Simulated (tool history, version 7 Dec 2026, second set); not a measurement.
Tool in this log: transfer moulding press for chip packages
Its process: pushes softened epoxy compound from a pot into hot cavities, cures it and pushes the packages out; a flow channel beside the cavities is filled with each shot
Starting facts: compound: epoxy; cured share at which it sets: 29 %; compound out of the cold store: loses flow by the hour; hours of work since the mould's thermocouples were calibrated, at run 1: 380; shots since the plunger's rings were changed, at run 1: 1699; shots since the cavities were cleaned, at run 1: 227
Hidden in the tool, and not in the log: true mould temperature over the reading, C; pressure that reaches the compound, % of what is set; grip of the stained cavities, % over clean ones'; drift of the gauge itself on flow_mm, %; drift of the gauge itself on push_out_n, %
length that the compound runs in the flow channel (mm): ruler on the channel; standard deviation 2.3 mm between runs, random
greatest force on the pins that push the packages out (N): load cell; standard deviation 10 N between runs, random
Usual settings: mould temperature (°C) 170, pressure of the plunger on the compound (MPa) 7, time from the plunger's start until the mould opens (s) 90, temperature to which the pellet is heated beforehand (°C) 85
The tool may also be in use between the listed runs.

run,hour,mould temperature (°C),pressure of the plunger on the compound (MPa),time from the plunger's start until the mould opens (s),temperature to which the pellet is heated beforehand (°C),hours of work since the mould's thermocouples were calibrated,shots since the plunger's rings were changed,shots since the cavities were cleaned,incoming compound's hours out of the cold store,length that the compound runs in the flow channel (mm),greatest force on the pins that push the packages out (N)
1,0,170,7,90,85,380,1699,227,30.3,694,677
2,28.6,170,7,90,82,394,1973,501,26.5,709,824
# hour 40.2: cavities cleaned with cleaning compound and waxed
3,54.4,170,7,90,82,406,2207,136,12.3,761,645
# hour 70.4: mould's thermocouples calibrated
4,83.7,170,7,90,82,6,2469,398,9.9,773,798
# hour 105.4: cavities cleaned with cleaning compound and waxed
5,105.5,170,7,90,85,16,2665,1,43.2,633,504
# hour 115: plunger's sealing rings changed
# hour 130.9: mould's thermocouples calibrated, once more
6,146.5,170,7,90,85,8,284,352,13.2,779,748
# hour 173.7: cavities cleaned with cleaning compound and waxed
7,186.4,170,7,90,86,26,653,122,18.3,749,607
8,216.6,170,7,90,86,41,944,413,19.5,745,770
# hour 237.6: cavities cleaned with cleaning compound and waxed
9,237.6,170,7,90,85,51,1131,0,23.2,726,473
10,276.8,170,8.66,90,85,70,1508,377,9.4,874,784
# hour 300.5: cavities cleaned with cleaning compound and waxed
11,304.5,170,7.24,90,85,82,1760,39,8.9,795,538
12,334.3,170,7.24,90,85,97,2046,325,36.4,672,741
13,356.9,170,7.24,90,85,108,2264,543,16.7,754,860
# hour 363.4: cavities cleaned with cleaning compound and waxed
14,382.2,170,7.24,90,85,120,2493,182,35.2,674,650
15,402.7,170,7.24,75,85,130,2690,379,37.5,663,916
# hour 408.2: plunger's sealing rings changed
16,426.4,170,7,90,90,140,175,582,30.5,708,830
# hour 431.3: cavities cleaned with cleaning compound and waxed
17,455.3,170,7,90,90,153,439,231,44.5,650,653
18,481.3,170,6.07,75,78,166,688,480,47.9,593,995
# hour 496.7: cavities cleaned with cleaning compound and waxed
19,513.3,170,6.07,75,78,181,982,160,33,642,793
20,552.1,170,5.66,108,86,200,1355,533,10.9,703,751
# hour 560.2: cavities cleaned with cleaning compound and waxed
21,587.2,170,5.66,108,86,216,1678,259,37.3,601,632
22,605.2,170,5.66,108,86,225,1852,433,23.8,646,731
# hour 624.1: cavities cleaned with cleaning compound and waxed
23,639.2,173,6.65,100,78,241,2164,145,23.8,684,588
24,658.1,170,7,90,80,250,2346,327,10.6,771,779
# hour 688.4: cavities cleaned with cleaning compound and waxed
25,696.5,170,8.56,71,80,268,2701,78,44.6,696,785
# hour 700.9: plunger's sealing rings changed
26,720.9,170,8.56,71,80,279,192,288,9.6,883,1117
27,741.8,170,6,90,86,289,393,489,17.6,704,827

3 ways to go on from here, each from the tool as it stands after run 27. What would each give?
# hour 754.6: cavities cleaned with cleaning compound and waxed
A,766.3,168,6.76,90,78,300,614,113,16.6,?,?
# hour 754.6: cavities cleaned with cleaning compound and waxed
B,766.3,173,7,108,91,300,614,113,38.3,?,?
# hour 754.6: cavities cleaned with cleaning compound and waxed
C,766.3,164,7.95,82,85,300,614,113,41.2,?,?

run,length that the compound runs in the flow channel (mm),greatest force on the pins that push the packages out (N)
A,751,653
B,659,529
C,726,904
Stripped of hidden state, with their random variation kept, the same runs would have yielded:
run,length that the compound runs in the flow channel (mm),greatest force on the pins that push the packages out (N)
A,756,509
B,663,425
C,730,693
